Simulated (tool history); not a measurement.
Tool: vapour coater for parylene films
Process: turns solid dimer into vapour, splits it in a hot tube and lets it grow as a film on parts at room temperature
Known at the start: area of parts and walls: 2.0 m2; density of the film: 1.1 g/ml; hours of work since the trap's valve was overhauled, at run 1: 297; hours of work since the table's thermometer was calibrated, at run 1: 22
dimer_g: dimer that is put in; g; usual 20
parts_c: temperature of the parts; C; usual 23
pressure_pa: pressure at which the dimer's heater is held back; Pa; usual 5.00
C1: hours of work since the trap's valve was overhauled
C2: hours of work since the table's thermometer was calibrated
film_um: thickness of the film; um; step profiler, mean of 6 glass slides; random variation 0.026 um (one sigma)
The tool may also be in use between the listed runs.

run 1 hour=0.0 | dimer_g=20 parts_c=23 pressure_pa=5.00 | C1=297 C2=22 | film_um=4.36
run 2 hour=17.2 | dimer_g=20 parts_c=23 pressure_pa=5.00 | C1=304 C2=29 | film_um=4.41
run 3 hour=29.6 | dimer_g=20 parts_c=35 pressure_pa=5.00 | C1=310 C2=35 | film_um=2.64
run 4 hour=40.0 | dimer_g=20 parts_c=23 pressure_pa=5.00 | C1=314 C2=39 | film_um=4.41
run 5 hour=58.5 | dimer_g=20 parts_c=23 pressure_pa=5.00 | C1=323 C2=48 | film_um=4.34
run 6 hour=66.9 | dimer_g=20 parts_c=23 pressure_pa=5.00 | C1=327 C2=51 | film_um=4.40
run 7 hour=81.6 | dimer_g=20 parts_c=23 pressure_pa=5.00 | C1=333 C2=58 | film_um=4.33
run 8 hour=94.7 | dimer_g=20 parts_c=23 pressure_pa=5.00 | C1=339 C2=64 | film_um=4.33
run 9 hour=104.0 | dimer_g=20 parts_c=30 pressure_pa=5.00 | C1=343 C2=68 | film_um=3.25
run 10 hour=121.1 | dimer_g=20 parts_c=16 pressure_pa=5.00 | C1=351 C2=76 | film_um=5.83
run 11 hour=138.7 | dimer_g=12 parts_c=23 pressure_pa=3.71 | C1=359 C2=84 | film_um=2.78
run 12 hour=152.2 | dimer_g=9 parts_c=28 pressure_pa=9.05 | C1=365 C2=90 | film_um=1.36
run 13 hour=163.8 | dimer_g=9 parts_c=28 pressure_pa=9.05 | C1=370 C2=95 | film_um=1.38
run 14 hour=176.6 | dimer_g=15 parts_c=33 pressure_pa=2.46 | C1=376 C2=100 | film_um=2.49
run 15 hour=191.9 | dimer_g=15 parts_c=33 pressure_pa=2.46 | C1=382 C2=107 | film_um=2.48
run 16 hour=201.7 | dimer_g=15 parts_c=23 pressure_pa=10.31 | C1=387 C2=112 | film_um=2.72
run 17 hour=211.6 | dimer_g=20 parts_c=33 pressure_pa=5.00 | C1=391 C2=116 | film_um=2.81
-- hour=228.1 trap's valve overhauled
run 18 hour=233.8 | dimer_g=20 parts_c=26 pressure_pa=9.96 | C1=3 C2=124 | film_um=3.25
run 19 hour=244.9 | dimer_g=20 parts_c=26 pressure_pa=9.96 | C1=7 C2=129 | film_um=3.20

4 ways to go on from here, each from the tool as it stands after run 19. What would each give?
run A hour=256.0 | dimer_g=23 parts_c=26 pressure_pa=10.45 | C1=12 C2=134 | film_um=?
run B hour=256.0 | dimer_g=16 parts_c=21 pressure_pa=2.27 | C1=12 C2=134 | film_um=?
run C hour=256.0 | dimer_g=20 parts_c=24 pressure_pa=7.33 | C1=12 C2=134 | film_um=?
run D hour=256.0 | dimer_g=24 parts_c=30 pressure_pa=10.72 | C1=12 C2=134 | film_um=?

run=A film_um=3.66
run=B film_um=4.48
run=C film_um=3.75
run=D film_um=3.19
Without the tool's hidden state the same runs would have given:
run=A film_um=3.76
run=B film_um=4.60
run=C film_um=3.85
run=D film_um=3.28
